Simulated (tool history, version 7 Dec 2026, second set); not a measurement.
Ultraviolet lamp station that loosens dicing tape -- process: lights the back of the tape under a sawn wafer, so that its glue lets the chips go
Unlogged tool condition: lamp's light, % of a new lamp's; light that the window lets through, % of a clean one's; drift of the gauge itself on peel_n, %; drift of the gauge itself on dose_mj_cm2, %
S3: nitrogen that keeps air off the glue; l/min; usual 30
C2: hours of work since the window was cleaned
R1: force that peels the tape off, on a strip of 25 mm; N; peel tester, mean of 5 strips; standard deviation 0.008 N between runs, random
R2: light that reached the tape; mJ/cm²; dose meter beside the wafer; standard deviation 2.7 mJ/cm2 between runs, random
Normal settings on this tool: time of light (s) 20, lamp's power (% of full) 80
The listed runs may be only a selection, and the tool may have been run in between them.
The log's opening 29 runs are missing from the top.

{"run": 30, "hour": 424.0, "time of light (s)": 10, "lamp's power (% of full)": 96, "S3": 20, "hours of work of the lamp": 608, "C2": 307, "R1": 1.492, "R2": 175}
{"run": 31, "hour": 445.0, "time of light (s)": 14, "lamp's power (% of full)": 80, "S3": 52, "hours of work of the lamp": 620, "C2": 319, "R1": 0.756, "R2": 202}
{"run": 32, "hour": 458.0, "time of light (s)": 14, "lamp's power (% of full)": 80, "S3": 52, "hours of work of the lamp": 627, "C2": 326, "R1": 0.788, "R2": 205}
{"run": 33, "hour": 471.0, "time of light (s)": 18, "lamp's power (% of full)": 85, "S3": 18, "hours of work of the lamp": 634, "C2": 334, "R1": 0.742, "R2": 280}
{"run": 34, "hour": 489.6, "time of light (s)": 27, "lamp's power (% of full)": 95, "S3": 55, "hours of work of the lamp": 645, "C2": 344, "R1": 0.217, "R2": 464}
{"run": 35, "hour": 502.3, "time of light (s)": 27, "lamp's power (% of full)": 95, "S3": 55, "hours of work of the lamp": 652, "C2": 351, "R1": 0.206, "R2": 461}
{"run": 36, "hour": 519.3, "time of light (s)": 27, "lamp's power (% of full)": 67, "S3": 55, "hours of work of the lamp": 661, "C2": 360, "R1": 0.329, "R2": 323}
{"run": 37, "hour": 529.9, "time of light (s)": 27, "lamp's power (% of full)": 92, "S3": 31, "hours of work of the lamp": 667, "C2": 366, "R1": 0.241, "R2": 439}
{"run": 38, "hour": 539.0, "time of light (s)": 17, "lamp's power (% of full)": 69, "S3": 22, "hours of work of the lamp": 672, "C2": 371, "R1": 1.124, "R2": 211}
{"run": 39, "hour": 555.7, "time of light (s)": 12, "lamp's power (% of full)": 97, "S3": 34, "hours of work of the lamp": 681, "C2": 381, "R1": 0.933, "R2": 206}
{"run": 40, "hour": 565.4, "time of light (s)": 17, "lamp's power (% of full)": 80, "S3": 41, "hours of work of the lamp": 687, "C2": 386, "R1": 0.644, "R2": 236}
{"run": 41, "hour": 580.4, "time of light (s)": 11, "lamp's power (% of full)": 80, "S3": 30, "hours of work of the lamp": 695, "C2": 394, "R1": 1.512, "R2": 155}
{"run": 42, "hour": 591.3, "time of light (s)": 11, "lamp's power (% of full)": 80, "S3": 30, "hours of work of the lamp": 701, "C2": 400, "R1": 1.543, "R2": 152}
{"run": 43, "hour": 612.9, "time of light (s)": 28, "lamp's power (% of full)": 92, "S3": 42, "hours of work of the lamp": 713, "C2": 412, "R1": 0.23, "R2": 442}
{"run": 44, "hour": 633.2, "time of light (s)": 31, "lamp's power (% of full)": 72, "S3": 46, "hours of work of the lamp": 725, "C2": 424, "R1": 0.263, "R2": 383}

What if the next run were any one of these 3? Each begins from the tool's condition after run 44:
{"hour": 638.3, "done": "window cleaned of glue's vapour"}
{"run": "A", "hour": 654.5, "time of light (s)": 14, "lamp's power (% of full)": 80, "S3": 49, "hours of work of the lamp": 736, "C2": 9, "R1": "?", "R2": "?"}
{"hour": 638.3, "done": "window cleaned of glue's vapour"}
{"run": "B", "hour": 654.5, "time of light (s)": 40, "lamp's power (% of full)": 95, "S3": 30, "hours of work of the lamp": 736, "C2": 9, "R1": "?", "R2": "?"}
{"hour": 638.3, "done": "window cleaned of glue's vapour"}
{"run": "C", "hour": 654.5, "time of light (s)": 31, "lamp's power (% of full)": 90, "S3": 27, "hours of work of the lamp": 736, "C2": 9, "R1": "?", "R2": "?"}

run=A R1=0.667 R2=223
run=B R1=0.183 R2=757
run=C R1=0.199 R2=554
Stripped of hidden state, with their random variation kept, the same runs would have yielded:
run=A R1=0.482 R2=264
run=B R1=0.181 R2=898
run=C R1=0.182 R2=657
